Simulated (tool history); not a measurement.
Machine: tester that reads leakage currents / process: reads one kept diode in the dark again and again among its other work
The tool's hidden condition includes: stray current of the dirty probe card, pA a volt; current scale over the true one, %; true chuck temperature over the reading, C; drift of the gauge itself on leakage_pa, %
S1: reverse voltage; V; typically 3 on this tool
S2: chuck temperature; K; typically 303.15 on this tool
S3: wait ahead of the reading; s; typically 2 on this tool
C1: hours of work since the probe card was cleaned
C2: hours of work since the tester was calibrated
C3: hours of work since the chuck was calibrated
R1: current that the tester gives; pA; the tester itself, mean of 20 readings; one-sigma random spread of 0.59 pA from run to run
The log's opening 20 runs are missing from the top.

| run | day | S1 | S2 | S3 | C1 | C2 | C3 | R1 |
|---|---|---|---|---|---|---|---|---|
| 21 | 44.571 | 16.66 | 319.15 | 1.61 | 1412 | 1715 | 979 | 2214.98 |
| 22 | 46.767 | 3 | 301.15 | 2 | 1452 | 1756 | 1020 | 167.38 |
|  | 48.15 | probe card cleaned and baked |
| 23 | 48.575 | 14.02 | 293.15 | 2 | 8 | 1787 | 1051 | 186.42 |
| 24 | 50.675 | 3.94 | 303.15 | 2 | 47 | 1827 | 1091 | 233.02 |
| 25 | 52.962 | 4.36 | 305.15 | 0.38 | 90 | 1869 | 1133 | 298.81 |
| 26 | 55.121 | 4.36 | 305.15 | 0.38 | 130 | 1910 | 1174 | 300.78 |
| 27 | 57.642 | 4.36 | 305.15 | 0.38 | 177 | 1957 | 1221 | 301.64 |
| 28 | 59.308 | 1.12 | 298.15 | 0.93 | 208 | 1988 | 1252 | 70.89 |
| 29 | 61.167 | 3 | 312.15 | 8.63 | 243 | 2023 | 1287 | 453.99 |
| 30 | 62.896 | 3 | 312.15 | 8.63 | 275 | 2055 | 1319 | 452.77 |

What will run 31 give?
| 31 | 65.696 | 10.32 | 301.15 | 2.43 | 328 | 2107 | 1371 | ? |

{"run 31": {"R1": 344.84}}
If the tool had no hidden condition, the same run with the same run-to-run variation would have returned R1 330.32 pA.

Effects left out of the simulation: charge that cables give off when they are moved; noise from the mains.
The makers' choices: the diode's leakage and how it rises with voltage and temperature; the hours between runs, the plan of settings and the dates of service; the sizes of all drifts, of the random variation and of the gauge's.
